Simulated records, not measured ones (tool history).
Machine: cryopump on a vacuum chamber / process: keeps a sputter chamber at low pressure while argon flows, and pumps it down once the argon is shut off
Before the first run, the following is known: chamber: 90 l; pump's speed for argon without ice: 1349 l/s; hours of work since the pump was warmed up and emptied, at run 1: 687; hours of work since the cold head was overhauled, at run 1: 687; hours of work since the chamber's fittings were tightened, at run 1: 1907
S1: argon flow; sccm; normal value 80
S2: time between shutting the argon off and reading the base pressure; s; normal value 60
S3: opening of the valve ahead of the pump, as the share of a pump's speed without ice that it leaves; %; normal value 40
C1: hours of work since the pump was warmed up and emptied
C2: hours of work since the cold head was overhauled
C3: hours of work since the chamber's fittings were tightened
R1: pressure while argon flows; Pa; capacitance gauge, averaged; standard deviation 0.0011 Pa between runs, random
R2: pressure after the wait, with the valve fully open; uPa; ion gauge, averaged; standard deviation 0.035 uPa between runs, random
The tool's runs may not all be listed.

run     day   S1   S2  S3   C1   C2    C3      R1    R2
  1       0   80   60  40  687  687  1907  0.2682  3.57
  2   0.908   89   60  40  700  700  1920  0.2979  3.58
  3   1.712   89   60  40  711  711  1932  0.2973  3.53
  4   2.846   80   60  18  728  728  1948   0.573  3.73
  5    3.85   80   60  18  742  742  1962  0.5764  3.44
  6   4.779   80   60  18  756  756  1976  0.5715  3.58
  7     5.6   72   60  40  767  767  1988  0.2422  3.59
  8   6.371   67   60  40  779  779  1999  0.2248  3.56
  9    7.45   67  209  40  794  794  2014   0.226  2.35
 10   7.971   67  209  40  802  802  2022  0.2262  2.47
 11   8.604   67  209  40  811  811  2031  0.2262  2.49
 12   9.621   67  209  40  825  825  2046  0.2268  2.53
 13  10.175   98  209  40  833  833  2054  0.3307  2.47
 14  10.658   98  209  40  840  840  2061  0.3333  2.46
 15    11.8   98  209  40  857  857  2077  0.3328  2.51
 16  12.838   98   32  23  872  872  2092  0.5598  5.19
 17  13.646   98   32  23  883  883  2104  0.5591  5.17
 18  14.704   98  280  45  899  899  2119  0.3019  2.44
 19  15.217   98  280  45  906  906  2126  0.2988  2.47
 20  16.033   90   25  20  918  918  2138  0.5882  5.98
     16.488  -- pump warmed up, emptied and cooled again
 21  16.888   76   67  40    6  927  2147  0.2397  3.23
 22  17.704   34  161  53   18  939  2159   0.081  2.31
 23  18.271  112   64  40   26  947  2167  0.3524  3.32
 24  19.338  112   64  40   41  962  2183  0.3542  3.34
 25  20.442   80  138  40   57  978  2199  0.2539  2.52
 26  21.058   80  138  40   66  987  2207  0.2545  2.55
 27  21.733   62  138  31   76  997  2217  0.2528  2.63

3 ways to go on from here, each from the tool as it stands after run 27. What would each give?
  A  22.358   80   26  47  85  1006  2226   ?   ?
  B  22.358   80  113  44  85  1006  2226   ?   ?
  C  22.358  144   60  40  85  1006  2226   ?   ?

run      R1    R2
  A  0.2165  5.59
  B  0.2295  2.67
  C  0.4582  3.55
Had the tool no hidden state, the same runs would have come out as:
run      R1    R2
  A  0.2136  4.02
  B  0.2265  1.09
  C  0.4529  1.92

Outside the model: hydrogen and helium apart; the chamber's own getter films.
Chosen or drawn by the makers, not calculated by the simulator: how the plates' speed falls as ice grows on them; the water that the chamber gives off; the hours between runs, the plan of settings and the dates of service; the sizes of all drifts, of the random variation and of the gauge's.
